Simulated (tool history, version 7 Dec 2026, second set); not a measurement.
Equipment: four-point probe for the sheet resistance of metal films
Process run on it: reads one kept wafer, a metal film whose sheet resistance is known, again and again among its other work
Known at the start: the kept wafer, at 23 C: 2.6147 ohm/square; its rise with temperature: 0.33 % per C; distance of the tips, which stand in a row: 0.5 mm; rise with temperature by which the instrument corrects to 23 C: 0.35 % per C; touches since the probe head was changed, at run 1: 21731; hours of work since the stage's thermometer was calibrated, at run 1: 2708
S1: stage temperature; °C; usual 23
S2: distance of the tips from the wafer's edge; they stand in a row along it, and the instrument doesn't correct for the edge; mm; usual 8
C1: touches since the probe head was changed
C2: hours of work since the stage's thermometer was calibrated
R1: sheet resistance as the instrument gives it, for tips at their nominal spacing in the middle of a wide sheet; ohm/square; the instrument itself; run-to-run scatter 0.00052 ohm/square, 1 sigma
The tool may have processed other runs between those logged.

{"run": 1, "hour": 0.0, "S1": 23, "S2": 8, "C1": 21731, "C2": 2708, "R1": 2.598336}
{"run": 2, "hour": 57.8, "S1": 23, "S2": 8, "C1": 22324, "C2": 2738, "R1": 2.598793}
{"run": 3, "hour": 123.4, "S1": 23, "S2": 8, "C1": 22997, "C2": 2771, "R1": 2.599335}
{"run": 4, "hour": 165.2, "S1": 30, "S2": 8, "C1": 23426, "C2": 2793, "R1": 2.59617}
{"run": 5, "hour": 209.9, "S1": 33, "S2": 8, "C1": 23885, "C2": 2815, "R1": 2.595018}
{"run": 6, "hour": 264.0, "S1": 33, "S2": 8, "C1": 24439, "C2": 2843, "R1": 2.595299}
{"run": 7, "hour": 308.7, "S1": 33, "S2": 8, "C1": 24899, "C2": 2866, "R1": 2.594704}
{"run": 8, "hour": 371.5, "S1": 33, "S2": 8, "C1": 25543, "C2": 2898, "R1": 2.594908}
{"run": 9, "hour": 405.4, "S1": 33, "S2": 8, "C1": 25890, "C2": 2915, "R1": 2.595853}
{"run": 10, "hour": 440.6, "S1": 33, "S2": 8, "C1": 26252, "C2": 2933, "R1": 2.595268}
{"hour": 447.0, "done": "stage's thermometer calibrated"}
{"run": 11, "hour": 483.6, "S1": 33, "S2": 8, "C1": 26688, "C2": 19, "R1": 2.60564}
{"run": 12, "hour": 537.2, "S1": 32, "S2": 8, "C1": 27238, "C2": 46, "R1": 2.606022}
{"run": 13, "hour": 589.1, "S1": 32, "S2": 8, "C1": 27771, "C2": 72, "R1": 2.605173}
{"run": 14, "hour": 639.7, "S1": 32, "S2": 8, "C1": 28290, "C2": 98, "R1": 2.605979}
{"run": 15, "hour": 700.4, "S1": 32, "S2": 8, "C1": 28913, "C2": 129, "R1": 2.606205}
{"run": 16, "hour": 736.3, "S1": 32, "S2": 8, "C1": 29282, "C2": 147, "R1": 2.605368}
{"run": 17, "hour": 788.8, "S1": 32, "S2": 8, "C1": 29820, "C2": 174, "R1": 2.605467}
{"run": 18, "hour": 824.3, "S1": 28, "S2": 8, "C1": 30184, "C2": 192, "R1": 2.60795}
{"run": 19, "hour": 865.1, "S1": 21, "S2": 38, "C1": 30602, "C2": 213, "R1": 2.604417}
{"run": 20, "hour": 899.4, "S1": 21, "S2": 38, "C1": 30955, "C2": 230, "R1": 2.604602}
{"run": 21, "hour": 958.4, "S1": 29, "S2": 4, "C1": 31560, "C2": 260, "R1": 2.623328}
{"run": 22, "hour": 1006.2, "S1": 25, "S2": 59, "C1": 32050, "C2": 285, "R1": 2.602985}
{"run": 23, "hour": 1042.7, "S1": 35, "S2": 11, "C1": 32425, "C2": 303, "R1": 2.601803}
{"run": 24, "hour": 1087.2, "S1": 35, "S2": 8, "C1": 32882, "C2": 326, "R1": 2.604171}
{"run": 25, "hour": 1125.6, "S1": 22, "S2": 3, "C1": 33276, "C2": 345, "R1": 2.642628}
{"run": 26, "hour": 1172.2, "S1": 19, "S2": 8, "C1": 33754, "C2": 369, "R1": 2.610466}
{"run": 27, "hour": 1210.5, "S1": 33, "S2": 4, "C1": 34147, "C2": 389, "R1": 2.620773}
{"run": 28, "hour": 1250.2, "S1": 28, "S2": 41, "C1": 34555, "C2": 409, "R1": 2.602757}
{"run": 29, "hour": 1279.9, "S1": 28, "S2": 41, "C1": 34859, "C2": 424, "R1": 2.602163}
{"run": 30, "hour": 1329.0, "S1": 19, "S2": 8, "C1": 35363, "C2": 449, "R1": 2.609721}
{"run": 31, "hour": 1365.3, "S1": 19, "S2": 8, "C1": 35736, "C2": 468, "R1": 2.611111}
{"run": 32, "hour": 1409.6, "S1": 19, "S2": 8, "C1": 36190, "C2": 490, "R1": 2.61087}
{"run": 33, "hour": 1454.8, "S1": 19, "S2": 8, "C1": 36654, "C2": 513, "R1": 2.610754}
{"run": 34, "hour": 1498.4, "S1": 20, "S2": 21, "C1": 37101, "C2": 535, "R1": 2.606897}
{"run": 35, "hour": 1539.8, "S1": 27, "S2": 3, "C1": 37526, "C2": 556, "R1": 2.640645}
{"run": 36, "hour": 1605.4, "S1": 20, "S2": 7, "C1": 38199, "C2": 590, "R1": 2.612621}

Predict each of these 4 candidate next runs independently; none follows another, all start after run 36:
{"run": "A", "hour": 1644.1, "S1": 21, "S2": 17, "C1": 38596, "C2": 609, "R1": "?"}
{"run": "B", "hour": 1644.1, "S1": 33, "S2": 34, "C1": 38596, "C2": 609, "R1": "?"}
{"run": "C", "hour": 1644.1, "S1": 21, "S2": 7, "C1": 38596, "C2": 609, "R1": "?"}
{"run": "D", "hour": 1644.1, "S1": 30, "S2": 16, "C1": 38596, "C2": 609, "R1": "?"}

run=A R1=2.60554
run=B R1=2.599507
run=C R1=2.611943
run=D R1=2.602506
What these runs would have given with no unlogged condition in the tool:
run=A R1=2.616763
run=B R1=2.610657
run=C R1=2.623192
run=D R1=2.613681
